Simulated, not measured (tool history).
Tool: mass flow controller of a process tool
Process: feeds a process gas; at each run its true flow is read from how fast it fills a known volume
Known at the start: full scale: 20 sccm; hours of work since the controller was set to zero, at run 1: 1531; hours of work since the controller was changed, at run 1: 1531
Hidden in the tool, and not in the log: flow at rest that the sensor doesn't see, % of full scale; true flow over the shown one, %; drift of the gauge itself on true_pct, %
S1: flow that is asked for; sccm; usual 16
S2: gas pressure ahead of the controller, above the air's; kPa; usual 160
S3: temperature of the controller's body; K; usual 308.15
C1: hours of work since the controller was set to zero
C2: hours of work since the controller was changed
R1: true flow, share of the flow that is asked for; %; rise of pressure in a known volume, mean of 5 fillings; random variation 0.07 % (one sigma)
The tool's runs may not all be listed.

| run | hour | S1 | S2 | S3 | C1 | C2 | R1 |
|---|---|---|---|---|---|---|---|
| 1 | 0.0 | 16 | 160 | 308.15 | 1531 | 1531 | 98.94 |
| 2 | 251.2 | 16 | 160 | 308.15 | 1671 | 1671 | 98.94 |
| 3 | 579.8 | 16 | 160 | 308.15 | 1854 | 1854 | 99.05 |
| 4 | 792.3 | 16 | 160 | 308.15 | 1972 | 1972 | 99.01 |
| 5 | 1024.9 | 16 | 160 | 308.15 | 2101 | 2101 | 99.04 |
| 6 | 1259.6 | 16 | 160 | 308.15 | 2232 | 2232 | 98.96 |
| 7 | 1452.2 | 16 | 273 | 308.15 | 2339 | 2339 | 99.31 |
| 8 | 1628.6 | 16 | 160 | 308.15 | 2438 | 2438 | 98.98 |
| 9 | 1877.6 | 16 | 160 | 310.15 | 2576 | 2576 | 98.88 |
| 10 | 2063.2 | 10 | 271 | 293.15 | 2680 | 2680 | 99.12 |
| 11 | 2231.7 | 5 | 213 | 302.15 | 2773 | 2773 | 98.14 |
| 12 | 2563.1 | 13 | 172 | 296.15 | 2958 | 2958 | 99.13 |
| 13 | 2829.4 | 13 | 172 | 296.15 | 3106 | 3106 | 99.18 |
| 14 | 2992.3 | 13 | 172 | 296.15 | 3197 | 3197 | 99.19 |
| 15 | 3222.7 | 13 | 172 | 296.15 | 3325 | 3325 | 99.10 |
| 16 | 3511.2 | 16 | 248 | 308.15 | 3486 | 3486 | 99.19 |
| 17 | 3741.4 | 16 | 248 | 308.15 | 3614 | 3614 | 99.20 |

3 ways to go on from here, each from the tool as it stands after run 17. What would each give?
| A | 4014.4 | 6 | 183 | 295.15 | 3766 | 3766 | ? |
| B | 4014.4 | 16 | 160 | 307.15 | 3766 | 3766 | ? |
| C | 4014.4 | 3 | 222 | 308.15 | 3766 | 3766 | ? |

| run | R1 |
|---|---|
| A | 98.50 |
| B | 98.98 |
| C | 97.71 |
Without the tool's hidden state the same runs would have given:
| run | R1 |
|---|---|
| A | 98.51 |
| B | 98.99 |
| C | 97.73 |

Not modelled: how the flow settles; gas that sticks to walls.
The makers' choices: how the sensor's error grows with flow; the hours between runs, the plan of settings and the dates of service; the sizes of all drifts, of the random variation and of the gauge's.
